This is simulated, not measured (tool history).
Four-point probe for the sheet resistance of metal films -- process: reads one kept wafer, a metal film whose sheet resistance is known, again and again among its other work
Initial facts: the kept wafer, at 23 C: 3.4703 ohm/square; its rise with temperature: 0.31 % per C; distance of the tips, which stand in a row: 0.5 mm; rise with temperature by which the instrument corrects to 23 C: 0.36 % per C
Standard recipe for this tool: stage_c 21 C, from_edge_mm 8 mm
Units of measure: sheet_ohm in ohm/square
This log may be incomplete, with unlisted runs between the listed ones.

run 1 hour=0 | stage_c=21 from_edge_mm=8 | sheet_ohm=3.498935
run 2 hour=68 | stage_c=21 from_edge_mm=8 | sheet_ohm=3.499322
run 3 hour=120.9 | stage_c=21 from_edge_mm=8 | sheet_ohm=3.500521
run 4 hour=174 | stage_c=21 from_edge_mm=8 | sheet_ohm=3.500918
run 5 hour=231.4 | stage_c=21 from_edge_mm=11 | sheet_ohm=3.497336
run 6 hour=294.6 | stage_c=21 from_edge_mm=11 | sheet_ohm=3.498473
run 7 hour=379.5 | stage_c=21 from_edge_mm=11 | sheet_ohm=3.499159
run 8 hour=464.9 | stage_c=21 from_edge_mm=11 | sheet_ohm=3.499631
run 9 hour=525.4 | stage_c=34 from_edge_mm=11 | sheet_ohm=3.480632
run 10 hour=571.7 | stage_c=34 from_edge_mm=23 | sheet_ohm=3.47727
run 11 hour=626.5 | stage_c=21 from_edge_mm=8 | sheet_ohm=3.505286
run 12 hour=693.6 | stage_c=21 from_edge_mm=43 | sheet_ohm=3.49778
run 13 hour=737.1 | stage_c=26 from_edge_mm=7 | sheet_ohm=3.50068
run 14 hour=819.5 | stage_c=25 from_edge_mm=11 | sheet_ohm=3.497197
-- hour=838.5 new probe head fitted
run 15 hour=899.1 | stage_c=24 from_edge_mm=29 | sheet_ohm=3.47638
run 16 hour=982.2 | stage_c=33 from_edge_mm=24 | sheet_ohm=3.463268
run 17 hour=1071.2 | stage_c=33 from_edge_mm=24 | sheet_ohm=3.464968
run 18 hour=1120.7 | stage_c=33 from_edge_mm=24 | sheet_ohm=3.4672
run 19 hour=1213.2 | stage_c=33 from_edge_mm=24 | sheet_ohm=3.46651
run 20 hour=1307.6 | stage_c=33 from_edge_mm=24 | sheet_ohm=3.467138
run 21 hour=1393.1 | stage_c=20 from_edge_mm=37 | sheet_ohm=3.488194

Below are 5 alternative next runs, each starting from the tool's condition after run 21. Predict each:
run A hour=1456.5 | stage_c=30 from_edge_mm=37 | sheet_ohm=?
run B hour=1456.5 | stage_c=21 from_edge_mm=10 | sheet_ohm=?
run C hour=1456.5 | stage_c=33 from_edge_mm=22 | sheet_ohm=?
run D hour=1456.5 | stage_c=22 from_edge_mm=59 | sheet_ohm=?
run E hour=1456.5 | stage_c=20 from_edge_mm=45 | sheet_ohm=?

run=A sheet_ohm=3.472525
run=B sheet_ohm=3.490298
run=C sheet_ohm=3.467791
run=D sheet_ohm=3.483806
run=E sheet_ohm=3.486988
Take away the tool's hidden state, keep each run's random variation, and the runs would have read:
run=A sheet_ohm=3.460229
run=B sheet_ohm=3.478012
run=C sheet_ohm=3.455489
run=D sheet_ohm=3.471533
run=E sheet_ohm=3.47472
